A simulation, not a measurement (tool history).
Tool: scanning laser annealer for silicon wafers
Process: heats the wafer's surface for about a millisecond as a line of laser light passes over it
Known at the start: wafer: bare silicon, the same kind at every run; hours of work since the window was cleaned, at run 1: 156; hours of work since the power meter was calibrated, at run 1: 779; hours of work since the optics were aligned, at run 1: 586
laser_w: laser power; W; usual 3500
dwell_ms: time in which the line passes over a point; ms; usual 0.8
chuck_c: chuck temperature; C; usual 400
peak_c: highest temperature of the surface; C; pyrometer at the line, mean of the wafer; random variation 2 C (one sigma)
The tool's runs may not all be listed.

run	day	laser_w	dwell_ms	chuck_c	hours of work since the window was cleaned	hours of work since the power meter was calibrated	hours of work since the optics were aligned	peak_c
1	0	3500	0.8	400	156	779	586	1227
2	1.112	3500	0.8	400	172	796	603	1227
3	1.871	3500	0.8	400	184	807	614	1227
4	2.775	3500	0.8	400	197	821	628	1227
5	3.542	3500	0.8	400	209	832	639	1227
6	4.383	3500	0.604	400	222	845	652	1106
7	5.833	3500	0.604	400	243	867	674	1102
8	6.704	3500	0.604	400	256	880	687	1100
9	7.454	3500	0.861	400	268	891	698	1260
10	8.133	3500	0.861	400	278	901	708	1257
# day 8.367: window over the wafer cleaned
# day 9.092: optics aligned, line set to its width
11	9.554	3500	0.8	400	15	918	7	1228
12	11.083	3500	0.8	400	38	941	30	1228
13	12.054	3500	0.8	400	52	956	44	1231
14	13.462	3500	0.82	400	73	977	66	1242
15	14.171	3500	0.82	400	84	988	76	1237
16	15.458	3500	0.82	400	103	1007	96	1235
# day 15.825: window over the wafer cleaned, once more
17	16.417	3500	0.82	400	9	1020	109	1249
18	17.442	3028	0.8	385	24	1035	124	1113
19	18.896	3500	0.793	436	46	1057	146	1268
20	20.329	3788	0.793	414	68	1079	167	1310
21	21.904	3723	0.723	427	91	1102	191	1266
22	23.125	3723	0.817	384	110	1121	209	1278
23	24.179	3455	0.915	396	125	1137	225	1283
24	25.058	3455	0.915	396	139	1150	238	1286
25	26.654	3127	0.562	396	163	1174	262	1008
26	27.475	3500	0.8	383	175	1186	275	1211
27	28.971	3500	0.8	383	197	1209	297	1214

Hidden state at the last listed run before each entry between runs and at the first one after, where it differs:
Between runs 10 and 11: window over the wafer cleaned (day 8.367); optics aligned, line set to its width (day 9.092)
  light that passes the window, % of a clean one's: 99.09 -> 98.63; laser's true power over the reading, %: -0.74 -> -0.75; width of the line over the set one, %: 3.64 -> 0.1
  measured less the result without the state, peak_c: -26 -> -18 C
Between runs 16 and 17: window over the wafer cleaned, once more (day 15.825)
  light that passes the window, % of a clean one's: 98.37 -> 99.87; laser's true power over the reading, %: -0.8 -> -0.81; width of the line over the set one, %: 0.56 -> 0.62
  measured less the result without the state, peak_c: -22 -> -10 C
